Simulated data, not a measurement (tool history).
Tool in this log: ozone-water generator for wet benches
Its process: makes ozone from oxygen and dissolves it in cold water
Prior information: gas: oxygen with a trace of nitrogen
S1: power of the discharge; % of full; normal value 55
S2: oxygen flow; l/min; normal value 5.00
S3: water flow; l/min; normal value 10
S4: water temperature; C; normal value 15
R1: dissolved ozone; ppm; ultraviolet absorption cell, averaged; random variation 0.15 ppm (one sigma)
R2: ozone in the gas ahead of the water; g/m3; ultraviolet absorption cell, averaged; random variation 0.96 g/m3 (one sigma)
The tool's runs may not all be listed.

run	hour	S1	S2	S3	S4	R1	R2
1	0.0	55	5.00	10	15	15.6	153.2
2	101.9	55	5.00	10	15	15.3	152.4
3	208.3	59	5.00	10	15	16.1	156.8
4	317.8	59	5.00	10	15	16.2	157.8
5	376.2	70	5.00	10	15	18.2	180.7
6	444.8	55	5.00	10	19	14.3	150.5
# hour 457.1: contactor cleaned
7	538.9	55	5.00	10	19	15.8	148.2
8	601.5	98	5.00	7	19	31.7	229.1
9	719.6	55	3.35	9	10	22.4	195.3
# hour 730.1: water thermometer calibrated
10	832.8	55	3.35	12	14	15.8	196.9
11	891.9	43	3.08	10	17	15.2	174.9
12	983.1	43	3.25	10	17	15.1	167.3
13	1039.9	43	3.25	10	17	15.1	166.0

Forecast each of these 3 alternatives for the next run:
A	1122.9	55	5.00	12	15	?	?
B	1122.9	74	4.24	7	17	?	?
C	1122.9	55	5.00	10	11	?	?

run	R1	R2
A	14.5	148.4
B	28.1	207.0
C	18.0	147.8
What these runs would have given with no unlogged condition in the tool:
run	R1	R2
A	16.2	162.9
B	32.2	233.2
C	20.1	162.1

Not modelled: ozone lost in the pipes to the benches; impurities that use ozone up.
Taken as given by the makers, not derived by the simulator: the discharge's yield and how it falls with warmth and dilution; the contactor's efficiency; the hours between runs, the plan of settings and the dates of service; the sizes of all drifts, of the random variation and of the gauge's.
